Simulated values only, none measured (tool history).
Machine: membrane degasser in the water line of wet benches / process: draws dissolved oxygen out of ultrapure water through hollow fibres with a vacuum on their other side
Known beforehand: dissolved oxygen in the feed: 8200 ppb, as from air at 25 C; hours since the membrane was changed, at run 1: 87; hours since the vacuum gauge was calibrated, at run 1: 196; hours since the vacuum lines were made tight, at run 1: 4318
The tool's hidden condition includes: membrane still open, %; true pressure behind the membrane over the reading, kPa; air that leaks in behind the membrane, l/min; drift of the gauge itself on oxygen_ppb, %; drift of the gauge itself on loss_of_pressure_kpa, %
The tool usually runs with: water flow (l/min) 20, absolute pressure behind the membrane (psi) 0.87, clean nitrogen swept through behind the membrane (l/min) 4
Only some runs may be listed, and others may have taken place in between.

run,day,water flow (l/min),absolute pressure behind the membrane (psi),clean nitrogen swept through behind the membrane (l/min),hours since the membrane was changed,hours since the vacuum gauge was calibrated,hours since the vacuum lines were made tight,dissolved oxygen in the water behind the degasser (ppb),pressure that the water loses in the fibres (psi)
1,0,20,0.87,4,87,196,4318,39,4.886
2,2.683,20,0.87,4,152,260,4382,39.3,4.952
3,4.1,20,0.87,4,186,294,4416,39.1,4.965
4,5.604,20,0.87,3.95,222,330,4452,40,4.92
5,7,28,0.87,3.95,255,364,4486,56.6,6.942
6,8.4,28,0.87,3.95,289,397,4519,57.5,6.859
7,10.154,28,0.87,3.95,331,440,4561,57,6.84
8,12.125,20,0.769,4,378,487,4609,30.6,4.927
9,14.208,20,0.769,4,428,537,4659,30.2,4.925
10,16.846,20,0.769,4,492,600,4722,31.1,4.931
11,19.375,20,0.87,4,552,661,4783,39.3,4.907
12,22.021,20,0.87,4,616,724,4846,39.1,4.95
13,23.388,20,0.87,4,649,757,4879,39.2,4.957
14,25.038,20,0.87,4,688,797,4918,39.2,4.899
15,28,20,0.87,4,759,868,4990,40,4.952
16,30.367,20,0.87,5.87,816,925,5046,28.3,4.959
17,33.062,20,0.87,4,881,989,5111,39.9,4.956
18,36.217,20,0.87,4,957,1065,5187,40.4,4.95
19,38.854,20,0.592,2.58,1020,1128,5250,22.2,4.93
20,41.129,20,1.285,2.41,1075,1183,5305,117.4,4.921
21,44.162,18,0.87,4,1147,1256,5377,36.4,4.441
22,46.192,25,0.786,2.86,1196,1304,5426,55.2,6.171
23,48.279,14,1.891,2.74,1246,1355,5476,126,3.403
24,50.808,20,0.674,8.99,1307,1415,5537,12.3,4.918
25,53.096,20,0.87,8.67,1362,1470,5592,20.9,4.989
26,56.45,13,0.561,6.79,1442,1551,5672,5.2,3.197
27,58.879,14,0.809,4,1500,1609,5731,23.2,3.474
28,61.808,15,1.99,2.97,1571,1679,5801,135.9,3.669
29,64.412,15,1.99,2.97,1633,1742,5863,132.7,3.701
30,66.096,15,1.99,2.97,1674,1782,5904,134.6,3.704
31,69.004,28,0.761,6.58,1743,1852,5974,30.7,6.968
32,70.7,22,1.446,2.08,1784,1893,6014,177.1,5.42
33,73.029,13,2.123,1.92,1840,1949,6070,193.8,3.192

Alternative continuations, all from the tool just after run 33; predict every row:
A,74.842,17,1.147,2.61,1884,1992,6114,?,?
B,74.842,20,0.656,4,1884,1992,6114,?,?
C,74.842,13,2.123,6.41,1884,1992,6114,?,?

run,dissolved oxygen in the water behind the degasser (ppb),pressure that the water loses in the fibres (psi)
A,80,4.248
B,22.7,4.954
C,61.5,3.211
With no hidden state in the tool, these same runs would have given:
run,dissolved oxygen in the water behind the degasser (ppb),pressure that the water loses in the fibres (psi)
A,75.9,4.21
B,20.5,4.91
C,58.4,3.182

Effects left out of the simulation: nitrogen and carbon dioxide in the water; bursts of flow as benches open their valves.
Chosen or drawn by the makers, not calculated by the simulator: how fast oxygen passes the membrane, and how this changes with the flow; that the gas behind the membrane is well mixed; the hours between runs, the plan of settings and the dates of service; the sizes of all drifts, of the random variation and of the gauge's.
